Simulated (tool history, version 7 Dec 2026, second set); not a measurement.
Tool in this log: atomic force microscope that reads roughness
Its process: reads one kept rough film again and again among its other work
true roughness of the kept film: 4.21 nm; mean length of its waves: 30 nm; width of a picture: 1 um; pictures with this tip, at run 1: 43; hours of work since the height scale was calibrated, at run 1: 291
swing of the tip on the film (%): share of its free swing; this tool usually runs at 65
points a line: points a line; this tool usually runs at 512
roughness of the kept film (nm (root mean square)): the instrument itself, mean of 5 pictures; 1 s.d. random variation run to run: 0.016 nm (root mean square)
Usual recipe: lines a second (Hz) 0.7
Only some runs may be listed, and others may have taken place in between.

| run | hour | lines a second (Hz) | swing of the tip on the film (%) | points a line | pictures with this tip | hours of work since the height scale was calibrated | roughness of the kept film (nm (root mean square)) |
|---|---|---|---|---|---|---|---|
| 1 | 0 | 0.7 | 65 | 512 | 43 | 291 | 3.231 |
|  | 16 | new tip fitted |
| 2 | 27.7 | 0.7 | 65 | 512 | 18 | 312 | 3.541 |
| 3 | 57.6 | 0.7 | 65 | 512 | 61 | 335 | 3.028 |
|  | 61 | new tip fitted |
| 4 | 82 | 0.7 | 65 | 512 | 30 | 353 | 3.372 |
| 5 | 98 | 0.7 | 65 | 512 | 54 | 366 | 3.118 |
|  | 108.4 | new tip fitted |
| 6 | 123.5 | 0.7 | 65 | 512 | 23 | 385 | 3.48 |
| 7 | 149.3 | 0.7 | 65 | 512 | 60 | 405 | 3.002 |
|  | 152.6 | new tip fitted |
| 8 | 171 | 0.7 | 61 | 512 | 27 | 421 | 3.436 |
| 9 | 188.6 | 0.557 | 80 | 512 | 52 | 435 | 3.073 |
|  | 191.3 | height scale calibrated on a step standard |
|  | 199.3 | new tip fitted |
| 10 | 209.7 | 0.616 | 74 | 512 | 15 | 14 | 3.562 |
| 11 | 239.4 | 1.497 | 81 | 512 | 59 | 37 | 2.872 |
|  | 245.2 | new tip fitted |
| 12 | 270.9 | 0.7 | 63 | 711 | 38 | 60 | 3.338 |
| 13 | 288.3 | 2.975 | 64 | 819 | 64 | 74 | 2.93 |
|  | 291.5 | new tip fitted |
| 14 | 301.6 | 2.975 | 64 | 819 | 14 | 84 | 3.405 |
| 15 | 322.3 | 1.406 | 76 | 308 | 45 | 100 | 3.077 |

Consider 4 possible next runs. They are alternatives, not a sequence: every one starts from the tool as it was left by run 15. What does each give?
|  | 336.6 | new tip fitted |
| A | 347 | 0.886 | 60 | 425 | 15 | 118 | ? |
|  | 336.6 | new tip fitted |
| B | 347 | 0.7 | 64 | 512 | 15 | 118 | ? |
|  | 336.6 | new tip fitted |
| C | 347 | 1.406 | 76 | 862 | 15 | 118 | ? |
|  | 336.6 | new tip fitted |
| D | 347 | 0.7 | 58 | 500 | 15 | 118 | ? |

| run | roughness of the kept film (nm (root mean square)) |
|---|---|
| A | 3.532 |
| B | 3.569 |
| C | 3.314 |
| D | 3.54 |
The same runs, with their run-to-run variation unchanged, on a tool lacking any hidden condition would have given:
| run | roughness of the kept film (nm (root mean square)) |
|---|---|
| A | 3.755 |
| B | 3.795 |
| C | 3.524 |
| D | 3.764 |

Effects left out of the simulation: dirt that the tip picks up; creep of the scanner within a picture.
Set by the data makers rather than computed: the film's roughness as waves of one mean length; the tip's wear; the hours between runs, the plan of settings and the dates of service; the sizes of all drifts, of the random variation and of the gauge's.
